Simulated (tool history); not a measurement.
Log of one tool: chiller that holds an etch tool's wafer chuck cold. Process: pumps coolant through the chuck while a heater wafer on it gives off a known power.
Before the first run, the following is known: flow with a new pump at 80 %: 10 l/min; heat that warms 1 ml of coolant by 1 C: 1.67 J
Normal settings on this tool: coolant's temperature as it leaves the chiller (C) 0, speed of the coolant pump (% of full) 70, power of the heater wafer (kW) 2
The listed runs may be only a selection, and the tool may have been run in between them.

run	hour	coolant's temperature as it leaves the chiller (C)	speed of the coolant pump (% of full)	power of the heater wafer (kW)	chuck's temperature once it has settled (C)	how much warmer the coolant comes back (C)
1	0	0	70	2	23.8	8.62
2	80.3	0	70	2	23.8	8.73
3	153.7	0	70	2	23.8	8.68
4	192.5	0	70	2	23.9	8.69
5	260	10	70	2	34.1	8.71
6	332.2	0	70	2	24.2	8.7
7	369.1	8	70	2	32.2	8.68
8	431.5	8	70	2	32.3	8.75
9	482.9	0	70	1.128	13.7	4.87
10	555.5	0	70	1.128	13.8	4.86
11	595.3	0	70	1.128	14	4.85
12	661.4	0	70	1.128	13.8	4.9
13	700.5	0	70	2	24.4	8.75
14	768.1	0	70	2	24.5	8.76
# hour 807.8: coolant changed, channels flushed
15	843.1	0	70	2	22.5	8.76
16	886.3	0	70	2.386	27	10.4
17	948.9	0	70	2.386	27.1	10.44
18	1003.6	0	87	2.015	18.9	7.07
# hour 1016.4: coolant pump overhauled
19	1071.5	0	87	2.015	19.4	7.25
20	1109.1	0	87	2.015	19.1	7.16
21	1174.5	0	87	2.015	19.3	7.21
22	1230.9	1	94	2.344	22	7.73
23	1266.3	10	74	2.627	39.1	11.14
24	1313	10	74	2.627	39.1	11.2
# hour 1327.4: coolant pump overhauled, once more
25	1355.9	2	95	2.47	22.1	7.33
26	1405.4	2	95	2.47	22.5	7.39
27	1454.6	-9	83	1.252	2.7	4.3
28	1514.2	4	96	1.252	14.6	3.76
29	1558.1	4	96	1.252	14.7	3.74
30	1609	4	96	1.252	14.5	3.7
31	1645.7	4	96	1.252	14.5	3.67

5 ways to go on from here, each from the tool as it stands after run 31. What would each give?
A	1699.4	-9	98	1.44	?	?
B	1699.4	-8	70	2	?	?
C	1699.4	4	64	2.588	?	?
D	1699.4	2	94	1.252	?	?
E	1699.4	3	82	1.703	?	?

run	chuck's temperature once it has settled (C)	how much warmer the coolant comes back (C)
A	2.6	4.24
B	13.9	8.35
C	34.6	11.73
D	12.7	3.84
E	19.3	5.94
With the hidden condition removed and each run's random variation left untouched, the same runs would have given:
run	chuck's temperature once it has settled (C)	how much warmer the coolant comes back (C)
A	2	4.23
B	13.2	8.33
C	33.6	11.71
D	12.1	3.83
E	18.6	5.93

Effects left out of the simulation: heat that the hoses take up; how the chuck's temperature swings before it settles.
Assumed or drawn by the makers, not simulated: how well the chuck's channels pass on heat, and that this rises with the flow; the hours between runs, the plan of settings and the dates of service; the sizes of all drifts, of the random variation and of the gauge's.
